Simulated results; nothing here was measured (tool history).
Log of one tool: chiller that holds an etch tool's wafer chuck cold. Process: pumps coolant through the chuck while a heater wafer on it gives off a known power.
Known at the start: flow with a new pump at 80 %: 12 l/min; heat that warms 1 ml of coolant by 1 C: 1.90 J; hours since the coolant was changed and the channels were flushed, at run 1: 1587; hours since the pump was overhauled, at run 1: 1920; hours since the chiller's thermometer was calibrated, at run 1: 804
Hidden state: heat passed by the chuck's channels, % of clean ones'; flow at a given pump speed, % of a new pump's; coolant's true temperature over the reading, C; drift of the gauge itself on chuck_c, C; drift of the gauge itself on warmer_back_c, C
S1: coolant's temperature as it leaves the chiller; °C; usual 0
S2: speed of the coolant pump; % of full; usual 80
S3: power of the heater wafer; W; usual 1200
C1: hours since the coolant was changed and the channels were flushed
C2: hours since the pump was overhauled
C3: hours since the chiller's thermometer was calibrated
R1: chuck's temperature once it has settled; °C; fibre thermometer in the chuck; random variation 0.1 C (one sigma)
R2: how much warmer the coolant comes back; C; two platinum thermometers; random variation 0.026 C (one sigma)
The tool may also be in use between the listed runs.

run	hour	S1	S2	S3	C1	C2	C3	R1	R2
1	0	0	80	1200	1587	1920	804	8.7	3.12
2	66.8	0	80	1200	1654	1986	871	8.9	3.15
3	129	0	80	837	1716	2049	933	6.2	2.2
4	171	0	80	837	1758	2091	975	6.2	2.17
5	201.6	0	80	837	1788	2121	1006	6.2	2.15
6	236.6	0	80	837	1823	2156	1041	6.2	2.2
7	301.6	0	80	837	1888	2221	1106	6.2	2.17
8	354.8	0	80	837	1942	2274	1159	6.2	2.21
9	391.6	0	87	1200	1978	2311	1196	8.3	2.93
10	452.6	0	68	1200	2039	2372	1257	9.9	3.71
11	484.4	0	80	1200	2071	2404	1288	8.9	3.12
12	530.3	0	60	1200	2117	2450	1334	10.8	4.28
13	562.5	0	80	1107	2149	2482	1367	8	2.94
14	614.1	0	80	1107	2201	2534	1418	8.3	2.91
15	662.8	0	80	1107	2250	2582	1467	8.2	2.9
16	691	0	80	1200	2278	2611	1495	8.8	3.2
17	753.2	0	64	1200	2340	2673	1557	10.2	4.02
18	807.1	-2	62	662	2394	2727	1611	3.7	2.25
19	853.8	-2	62	662	2441	2773	1658	3.9	2.25
20	882.2	-9	78	1141	2469	2802	1686	-0.5	3.08
21	911.4	-9	88	1273	2498	2831	1715	-0.4	3.03
22	968.2	7	88	1273	2555	2888	1772	15.8	3.04
23	1017.3	7	88	1273	2604	2937	1821	15.8	3.03
24	1081.3	-7	61	1276	2668	3001	1885	4.4	4.44
25	1146.4	0	63	797	2733	3066	1950	6.9	2.69
26	1213.2	0	63	797	2800	3133	2017	7	2.67
27	1278	6	84	1543	2865	3198	2082	17	3.88
28	1328.6	-3	85	723	2915	3248	2133	2.2	1.85
29	1378.5	-3	85	894	2965	3298	2182	3.3	2.18
30	1436.2	1	89	894	3023	3356	2240	7.2	2.11
31	1466.9	1	89	894	3054	3387	2271	7	2.1
32	1532.9	1	89	618	3120	3452	2337	5.1	1.47

4 ways to go on from here, each from the tool as it stands after run 32. What would each give?
A	1594.6	-4	89	918	3181	3514	2399	?	?
B	1594.6	1	92	618	3181	3514	2399	?	?
C	1594.6	1	87	1502	3181	3514	2399	?	?
D	1594.6	1	97	999	3181	3514	2399	?	?

run	R1	R2
A	2.4	2.2
B	5.1	1.42
C	11.2	3.64
D	7.3	2.16
Without the tool's hidden state the same runs would have given:
run	R1	R2
A	2.3	2.2
B	5.1	1.42
C	11.2	3.64
D	7.3	2.15

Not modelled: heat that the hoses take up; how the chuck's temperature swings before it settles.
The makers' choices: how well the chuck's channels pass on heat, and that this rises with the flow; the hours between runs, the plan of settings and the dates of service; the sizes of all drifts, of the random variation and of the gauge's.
